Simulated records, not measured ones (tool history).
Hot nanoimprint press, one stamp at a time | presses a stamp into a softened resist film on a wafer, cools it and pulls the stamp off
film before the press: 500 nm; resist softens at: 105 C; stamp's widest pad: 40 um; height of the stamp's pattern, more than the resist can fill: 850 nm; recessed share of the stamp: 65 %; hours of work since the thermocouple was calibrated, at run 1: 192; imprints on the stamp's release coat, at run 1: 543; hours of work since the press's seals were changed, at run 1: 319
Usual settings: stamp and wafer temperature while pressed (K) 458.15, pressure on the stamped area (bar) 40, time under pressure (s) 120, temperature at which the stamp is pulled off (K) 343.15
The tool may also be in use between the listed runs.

run   hour  stamp and wafer temperature while pressed (K)  pressure on the stamped area (bar)  time under pressure (s)  temperature at which the stamp is pulled off (K)  hours of work since the thermocouple was calibrated  imprints on the stamp's release coat  hours of work since the press's seals were changed  resist left under the stamp's widest pad (Å)  greatest force while the stamp is pulled off (N)
  1      0                                         458.15                                  40                      120                                            343.15                                                  192                                   543                                                 319                                          1873                                               181
  2    8.5                                         458.15                                  40                      120                                            343.15                                                  197                                   571                                                 324                                          1875                                               175
  3   15.2                                         458.15                                  40                      120                                            343.15                                                  201                                   592                                                 329                                          1867                                               184
  4   28.4                                         458.15                                  40                      120                                            343.15                                                  209                                   635                                                 337                                          1884                                               176
  5   35.4                                         458.15                                  40                      120                                            343.15                                                  213                                   657                                                 341                                          1867                                               175
  6   42.2                                         458.15                                  40                      120                                            343.15                                                  218                                   679                                                 345                                          1868                                               171
  7   55.6                                         458.15                                  40                      120                                            343.15                                                  226                                   722                                                 353                                          1890                                               179
  8   61.8                                         458.15                                  40                      120                                            343.15                                                  230                                   742                                                 357                                          1879                                               183
  9   68.3                                         458.15                                  40                       65                                            343.15                                                  234                                   764                                                 361                                          2336                                               179
 10   79.1                                         450.15                                  40                       65                                            343.15                                                  240                                   798                                                 368                                          3092                                               174
 11   88.4                                         450.15                                  40                       65                                            343.15                                                  246                                   828                                                 373                                          3090                                               176
 12     97                                         458.15                                  40                      120                                            343.15                                                  251                                   856                                                 379                                          1892                                               185
 13  108.1                                         458.15                                  40                      120                                            343.15                                                  258                                   892                                                 386                                          1903                                               181
 14  119.6                                         458.15                                  40                      120                                            343.15                                                  265                                   929                                                 393                                          1904                                               179
 15  131.7                                         458.15                                  40                      120                                            343.15                                                  273                                   968                                                 400                                          1903                                               185
 16    140                                         453.15                                31.1                      142                                            347.15                                                  278                                   994                                                 405                                          2477                                               157
 17    153                                         447.15                                  40                      133                                            345.15                                                  286                                  1036                                                 413                                          2833                                               169
       157  -- gauge calibrated
 18  160.1                                         447.15                                  40                      133                                            345.15                                                  290                                  1059                                                 418                                          2745                                               165
     170.2  -- stamp cleaned and given a new release coat
 19  177.7                                         461.15                                  40                      120                                            343.15                                                  297                                    25                                                 425                                          1668                                               173

The next listed run, before its measurement:
 20  186.9                                         458.15                                  40                      149                                            350.15                                                  303                                    54                                                 430                                             ?                                                 ?

Run 20 gave resist left under the stamp's widest pad (Å) 1719, greatest force while the stamp is pulled off (N) 147.
Without the tool's hidden state the same run would have given resist left under the stamp's widest pad (Å) 1716, greatest force while the stamp is pulled off (N) 147.
